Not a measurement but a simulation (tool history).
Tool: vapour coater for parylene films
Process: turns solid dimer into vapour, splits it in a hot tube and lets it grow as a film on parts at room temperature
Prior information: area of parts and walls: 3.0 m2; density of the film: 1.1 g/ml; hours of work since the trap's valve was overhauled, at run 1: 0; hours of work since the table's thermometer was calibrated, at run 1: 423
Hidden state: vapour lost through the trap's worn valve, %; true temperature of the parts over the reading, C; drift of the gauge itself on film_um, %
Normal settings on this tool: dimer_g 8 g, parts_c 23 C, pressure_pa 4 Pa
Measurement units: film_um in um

| run | hour | dimer_g | parts_c | pressure_pa | hours of work since the trap's valve was overhauled | hours of work since the table's thermometer was calibrated | film_um |
|---|---|---|---|---|---|---|---|
| 1 | 0 | 8 | 23 | 4 | 0 | 423 | 1.286 |
| 2 | 52.3 | 8 | 23 | 4 | 27 | 449 | 1.284 |
| 3 | 76.8 | 8 | 23 | 4 | 39 | 462 | 1.273 |
| 4 | 126.7 | 8 | 23 | 8.77 | 65 | 487 | 1.1 |
| 5 | 184.7 | 8 | 23 | 8.77 | 94 | 517 | 1.091 |
| 6 | 242.8 | 8 | 23 | 4 | 124 | 546 | 1.258 |
| 7 | 293.4 | 8 | 23 | 4 | 149 | 572 | 1.253 |
| 8 | 351.4 | 8 | 23 | 4 | 179 | 602 | 1.249 |
|  | 360.8 | trap's valve overhauled |
| 9 | 414.2 | 8 | 23 | 4 | 27 | 632 | 1.226 |
| 10 | 454.7 | 7 | 23 | 4 | 48 | 652 | 1.068 |
| 11 | 505.7 | 8 | 23 | 10.82 | 74 | 678 | 1.025 |
| 12 | 538.4 | 14 | 23 | 4 | 90 | 695 | 2.12 |
| 13 | 589.8 | 14 | 23 | 4 | 117 | 721 | 2.109 |
|  | 601.4 | trap's valve overhauled, once more |
| 14 | 636.3 | 14 | 23 | 4 | 18 | 743 | 2.255 |
| 15 | 676.2 | 4 | 23 | 4.11 | 38 | 763 | 0.645 |
| 16 | 724.1 | 6 | 23 | 4.11 | 63 | 787 | 0.947 |
| 17 | 778 | 6 | 23 | 4.11 | 90 | 815 | 0.947 |
| 18 | 836.8 | 6 | 23 | 4.11 | 120 | 845 | 0.943 |
| 19 | 871.2 | 4 | 15 | 6.35 | 137 | 862 | 0.698 |
|  | 875.4 | table's thermometer calibrated |
| 20 | 910.9 | 11 | 23 | 3.29 | 157 | 18 | 1.773 |
| 21 | 954.3 | 4 | 29 | 10.61 | 179 | 40 | 0.448 |
| 22 | 996.2 | 6 | 23 | 3.35 | 201 | 62 | 0.953 |
| 23 | 1022.5 | 13 | 23 | 3.35 | 214 | 75 | 2.06 |
|  | 1080.2 | trap's valve overhauled |
| 24 | 1087.4 | 8 | 21 | 4 | 4 | 106 | 1.344 |
| 25 | 1143.3 | 8 | 23 | 4.01 | 32 | 134 | 1.276 |
| 26 | 1177.4 | 11 | 23 | 2.83 | 50 | 152 | 1.865 |
| 27 | 1202.5 | 11 | 31 | 7.74 | 62 | 165 | 1.287 |
| 28 | 1259.9 | 11 | 31 | 7.74 | 92 | 194 | 1.281 |

The same runs without the tool's hidden state, with the same run-to-run variation:
| run | film_um |
|---|---|
| 1 | 1.276 |
| 2 | 1.28 |
| 3 | 1.272 |
| 4 | 1.104 |
| 5 | 1.101 |
| 6 | 1.276 |
| 7 | 1.277 |
| 8 | 1.279 |
| 9 | 1.275 |
| 10 | 1.115 |
| 11 | 1.075 |
| 12 | 2.23 |
| 13 | 2.231 |
| 14 | 2.23 |
| 15 | 0.64 |
| 16 | 0.944 |
| 17 | 0.948 |
| 18 | 0.95 |
| 19 | 0.706 |
| 20 | 1.828 |
| 21 | 0.464 |
| 22 | 0.99 |
| 23 | 2.144 |
| 24 | 1.338 |
| 25 | 1.276 |
| 26 | 1.871 |
| 27 | 1.295 |
| 28 | 1.296 |
